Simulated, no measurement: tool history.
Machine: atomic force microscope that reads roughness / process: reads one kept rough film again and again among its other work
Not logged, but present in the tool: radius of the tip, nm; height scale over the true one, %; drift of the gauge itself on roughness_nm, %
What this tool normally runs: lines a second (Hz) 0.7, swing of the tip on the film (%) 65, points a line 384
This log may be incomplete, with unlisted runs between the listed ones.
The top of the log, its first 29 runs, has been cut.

run,hour,lines a second (Hz),swing of the tip on the film (%),points a line,pictures with this tip,hours of work since the height scale was calibrated,roughness of the kept film (nm (root mean square))
30,292.2,0.507,57,306,10,37,3.933
31,304.5,0.7,65,636,18,42,3.926
32,313.5,0.799,59,384,25,46,3.881
33,326,3.433,87,384,34,51,2.77
34,332.9,3.433,87,384,38,54,2.763
35,342.2,2.799,80,384,45,58,3.112
36,350.2,0.795,67,525,51,61,3.775
37,360.5,1.906,67,381,58,65,3.556
38,366.8,0.7,65,303,62,68,3.676
39,374.1,0.7,73,824,67,71,3.686
40,384.9,1.172,88,280,75,76,3.243
41,398,2.357,62,909,84,81,3.537
42,409,2.704,65,384,92,86,3.388

Branching from run 42: 3 alternative next runs. What would each branch give?
A,421.2,0.7,65,862,100,91,?
B,421.2,1.572,79,345,100,91,?
C,421.2,0.7,65,778,100,91,?

run,roughness of the kept film (nm (root mean square))
A,3.659
B,3.247
C,3.655
Stripped of hidden state, with their random variation kept, the same runs would have yielded:
run,roughness of the kept film (nm (root mean square))
A,4.004
B,3.553
C,4.001

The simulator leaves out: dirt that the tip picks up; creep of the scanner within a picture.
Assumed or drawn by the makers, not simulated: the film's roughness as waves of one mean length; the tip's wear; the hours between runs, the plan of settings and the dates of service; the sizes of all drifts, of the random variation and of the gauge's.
